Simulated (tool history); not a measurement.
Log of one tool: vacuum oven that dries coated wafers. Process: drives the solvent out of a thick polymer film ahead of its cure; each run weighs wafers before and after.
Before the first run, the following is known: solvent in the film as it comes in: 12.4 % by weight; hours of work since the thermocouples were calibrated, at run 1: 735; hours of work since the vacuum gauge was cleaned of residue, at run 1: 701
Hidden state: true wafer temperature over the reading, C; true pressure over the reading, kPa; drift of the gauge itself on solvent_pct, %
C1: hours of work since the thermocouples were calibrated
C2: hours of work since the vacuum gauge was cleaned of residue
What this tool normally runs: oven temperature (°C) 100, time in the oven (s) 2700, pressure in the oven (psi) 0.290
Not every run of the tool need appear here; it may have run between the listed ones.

{"run": 1, "hour": 0.0, "oven temperature (°C)": 100, "time in the oven (s)": 2700, "pressure in the oven (psi)": 0.29, "C1": 735, "C2": 701, "solvent left in the film (%)": 1.58}
{"run": 2, "hour": 27.8, "oven temperature (°C)": 100, "time in the oven (s)": 2700, "pressure in the oven (psi)": 0.29, "C1": 749, "C2": 715, "solvent left in the film (%)": 1.59}
{"run": 3, "hour": 94.7, "oven temperature (°C)": 100, "time in the oven (s)": 2700, "pressure in the oven (psi)": 0.29, "C1": 782, "C2": 748, "solvent left in the film (%)": 1.58}
{"run": 4, "hour": 123.7, "oven temperature (°C)": 100, "time in the oven (s)": 2700, "pressure in the oven (psi)": 0.306, "C1": 796, "C2": 762, "solvent left in the film (%)": 1.67}
{"run": 5, "hour": 153.6, "oven temperature (°C)": 100, "time in the oven (s)": 2700, "pressure in the oven (psi)": 0.306, "C1": 811, "C2": 776, "solvent left in the film (%)": 1.65}
{"hour": 200.4, "done": "oven's thermocouples calibrated"}
{"run": 6, "hour": 213.7, "oven temperature (°C)": 100, "time in the oven (s)": 2700, "pressure in the oven (psi)": 0.306, "C1": 6, "C2": 805, "solvent left in the film (%)": 1.78}
{"run": 7, "hour": 265.5, "oven temperature (°C)": 100, "time in the oven (s)": 2700, "pressure in the oven (psi)": 0.18, "C1": 32, "C2": 830, "solvent left in the film (%)": 1.23}
{"run": 8, "hour": 329.7, "oven temperature (°C)": 100, "time in the oven (s)": 2700, "pressure in the oven (psi)": 0.18, "C1": 63, "C2": 862, "solvent left in the film (%)": 1.24}
{"run": 9, "hour": 386.0, "oven temperature (°C)": 100, "time in the oven (s)": 2700, "pressure in the oven (psi)": 0.937, "C1": 91, "C2": 889, "solvent left in the film (%)": 4.36}
{"run": 10, "hour": 426.2, "oven temperature (°C)": 100, "time in the oven (s)": 2700, "pressure in the oven (psi)": 0.29, "C1": 111, "C2": 909, "solvent left in the film (%)": 1.68}
{"run": 11, "hour": 456.6, "oven temperature (°C)": 100, "time in the oven (s)": 2700, "pressure in the oven (psi)": 0.29, "C1": 125, "C2": 924, "solvent left in the film (%)": 1.71}
{"run": 12, "hour": 510.4, "oven temperature (°C)": 100, "time in the oven (s)": 2700, "pressure in the oven (psi)": 0.29, "C1": 152, "C2": 950, "solvent left in the film (%)": 1.71}
{"run": 13, "hour": 572.8, "oven temperature (°C)": 91, "time in the oven (s)": 2700, "pressure in the oven (psi)": 0.29, "C1": 182, "C2": 981, "solvent left in the film (%)": 3.07}
{"run": 14, "hour": 615.6, "oven temperature (°C)": 100, "time in the oven (s)": 2100, "pressure in the oven (psi)": 0.29, "C1": 203, "C2": 1002, "solvent left in the film (%)": 2.09}
{"run": 15, "hour": 651.9, "oven temperature (°C)": 100, "time in the oven (s)": 2100, "pressure in the oven (psi)": 0.29, "C1": 221, "C2": 1019, "solvent left in the film (%)": 2.1}
{"run": 16, "hour": 701.5, "oven temperature (°C)": 100, "time in the oven (s)": 2100, "pressure in the oven (psi)": 0.29, "C1": 245, "C2": 1044, "solvent left in the film (%)": 2.08}
{"run": 17, "hour": 753.6, "oven temperature (°C)": 100, "time in the oven (s)": 2100, "pressure in the oven (psi)": 0.29, "C1": 271, "C2": 1069, "solvent left in the film (%)": 2.1}
{"run": 18, "hour": 798.7, "oven temperature (°C)": 100, "time in the oven (s)": 2700, "pressure in the oven (psi)": 0.29, "C1": 293, "C2": 1091, "solvent left in the film (%)": 1.72}
{"run": 19, "hour": 864.4, "oven temperature (°C)": 100, "time in the oven (s)": 2700, "pressure in the oven (psi)": 0.222, "C1": 325, "C2": 1123, "solvent left in the film (%)": 1.45}
{"run": 20, "hour": 916.3, "oven temperature (°C)": 100, "time in the oven (s)": 2700, "pressure in the oven (psi)": 0.222, "C1": 350, "C2": 1149, "solvent left in the film (%)": 1.45}
{"run": 21, "hour": 980.2, "oven temperature (°C)": 100, "time in the oven (s)": 2700, "pressure in the oven (psi)": 0.29, "C1": 382, "C2": 1180, "solvent left in the film (%)": 1.66}
{"run": 22, "hour": 1032.3, "oven temperature (°C)": 100, "time in the oven (s)": 2700, "pressure in the oven (psi)": 0.29, "C1": 407, "C2": 1205, "solvent left in the film (%)": 1.71}
{"run": 23, "hour": 1093.5, "oven temperature (°C)": 100, "time in the oven (s)": 2700, "pressure in the oven (psi)": 0.29, "C1": 437, "C2": 1235, "solvent left in the film (%)": 1.71}
{"run": 24, "hour": 1134.0, "oven temperature (°C)": 100, "time in the oven (s)": 2580, "pressure in the oven (psi)": 0.497, "C1": 457, "C2": 1255, "solvent left in the film (%)": 2.57}
{"run": 25, "hour": 1164.5, "oven temperature (°C)": 98, "time in the oven (s)": 2160, "pressure in the oven (psi)": 0.241, "C1": 472, "C2": 1270, "solvent left in the film (%)": 2.12}
{"run": 26, "hour": 1229.0, "oven temperature (°C)": 96, "time in the oven (s)": 1620, "pressure in the oven (psi)": 0.231, "C1": 503, "C2": 1302, "solvent left in the film (%)": 3.11}
{"run": 27, "hour": 1292.7, "oven temperature (°C)": 88, "time in the oven (s)": 1620, "pressure in the oven (psi)": 0.231, "C1": 534, "C2": 1333, "solvent left in the film (%)": 4.93}
{"run": 28, "hour": 1358.6, "oven temperature (°C)": 100, "time in the oven (s)": 2340, "pressure in the oven (psi)": 0.392, "C1": 567, "C2": 1365, "solvent left in the film (%)": 2.31}
{"run": 29, "hour": 1403.2, "oven temperature (°C)": 100, "time in the oven (s)": 2700, "pressure in the oven (psi)": 0.29, "C1": 589, "C2": 1387, "solvent left in the film (%)": 1.69}
{"run": 30, "hour": 1442.9, "oven temperature (°C)": 100, "time in the oven (s)": 2340, "pressure in the oven (psi)": 0.66, "C1": 608, "C2": 1406, "solvent left in the film (%)": 3.35}
{"run": 31, "hour": 1510.9, "oven temperature (°C)": 100, "time in the oven (s)": 2340, "pressure in the oven (psi)": 0.66, "C1": 641, "C2": 1440, "solvent left in the film (%)": 3.37}
{"run": 32, "hour": 1551.3, "oven temperature (°C)": 100, "time in the oven (s)": 2340, "pressure in the oven (psi)": 0.66, "C1": 661, "C2": 1459, "solvent left in the film (%)": 3.36}
{"run": 33, "hour": 1596.8, "oven temperature (°C)": 100, "time in the oven (s)": 2340, "pressure in the oven (psi)": 0.66, "C1": 683, "C2": 1482, "solvent left in the film (%)": 3.38}
{"run": 34, "hour": 1647.7, "oven temperature (°C)": 100, "time in the oven (s)": 2340, "pressure in the oven (psi)": 0.66, "C1": 708, "C2": 1506, "solvent left in the film (%)": 3.3}
{"run": 35, "hour": 1703.9, "oven temperature (°C)": 113, "time in the oven (s)": 4860, "pressure in the oven (psi)": 0.909, "C1": 736, "C2": 1534, "solvent left in the film (%)": 2.5}
{"run": 36, "hour": 1749.7, "oven temperature (°C)": 113, "time in the oven (s)": 4860, "pressure in the oven (psi)": 0.909, "C1": 758, "C2": 1556, "solvent left in the film (%)": 2.51}
{"run": 37, "hour": 1787.4, "oven temperature (°C)": 113, "time in the oven (s)": 1440, "pressure in the oven (psi)": 0.39, "C1": 777, "C2": 1575, "solvent left in the film (%)": 1.43}
{"run": 38, "hour": 1821.7, "oven temperature (°C)": 98, "time in the oven (s)": 3180, "pressure in the oven (psi)": 0.653, "C1": 793, "C2": 1592, "solvent left in the film (%)": 3.3}
{"run": 39, "hour": 1864.1, "oven temperature (°C)": 87, "time in the oven (s)": 2700, "pressure in the oven (psi)": 0.714, "C1": 814, "C2": 1612, "solvent left in the film (%)": 6.28}
{"hour": 1905.2, "done": "oven's thermocouples calibrated"}
{"run": 40, "hour": 1927.6, "oven temperature (°C)": 87, "time in the oven (s)": 2700, "pressure in the oven (psi)": 0.714, "C1": 11, "C2": 1643, "solvent left in the film (%)": 6.45}
{"run": 41, "hour": 1987.1, "oven temperature (°C)": 87, "time in the oven (s)": 2700, "pressure in the oven (psi)": 0.714, "C1": 40, "C2": 1672, "solvent left in the film (%)": 6.47}
{"run": 42, "hour": 2033.0, "oven temperature (°C)": 100, "time in the oven (s)": 2460, "pressure in the oven (psi)": 0.206, "C1": 63, "C2": 1694, "solvent left in the film (%)": 1.54}
{"run": 43, "hour": 2087.3, "oven temperature (°C)": 100, "time in the oven (s)": 2460, "pressure in the oven (psi)": 0.206, "C1": 89, "C2": 1721, "solvent left in the film (%)": 1.58}
{"run": 44, "hour": 2125.7, "oven temperature (°C)": 100, "time in the oven (s)": 4260, "pressure in the oven (psi)": 0.48, "C1": 108, "C2": 1739, "solvent left in the film (%)": 2.27}
{"run": 45, "hour": 2157.8, "oven temperature (°C)": 92, "time in the oven (s)": 4260, "pressure in the oven (psi)": 0.187, "C1": 124, "C2": 1755, "solvent left in the film (%)": 1.67}

Here are 3 independent what-if runs from the current tool condition. What would each one return?
{"run": "A", "hour": 2221.6, "oven temperature (°C)": 113, "time in the oven (s)": 4200, "pressure in the oven (psi)": 0.969, "C1": 155, "C2": 1786, "solvent left in the film (%)": "?"}
{"run": "B", "hour": 2221.6, "oven temperature (°C)": 86, "time in the oven (s)": 3660, "pressure in the oven (psi)": 0.181, "C1": 155, "C2": 1786, "solvent left in the film (%)": "?"}
{"run": "C", "hour": 2221.6, "oven temperature (°C)": 112, "time in the oven (s)": 1560, "pressure in the oven (psi)": 0.389, "C1": 155, "C2": 1786, "solvent left in the film (%)": "?"}

run=A solvent_left_in_the_film_(%)=2.75
run=B solvent_left_in_the_film_(%)=2.81
run=C solvent_left_in_the_film_(%)=1.50
Take away the tool's hidden state, keep each run's random variation, and the runs would have read:
run=A solvent_left_in_the_film_(%)=2.64
run=B solvent_left_in_the_film_(%)=2.54
run=C solvent_left_in_the_film_(%)=1.39

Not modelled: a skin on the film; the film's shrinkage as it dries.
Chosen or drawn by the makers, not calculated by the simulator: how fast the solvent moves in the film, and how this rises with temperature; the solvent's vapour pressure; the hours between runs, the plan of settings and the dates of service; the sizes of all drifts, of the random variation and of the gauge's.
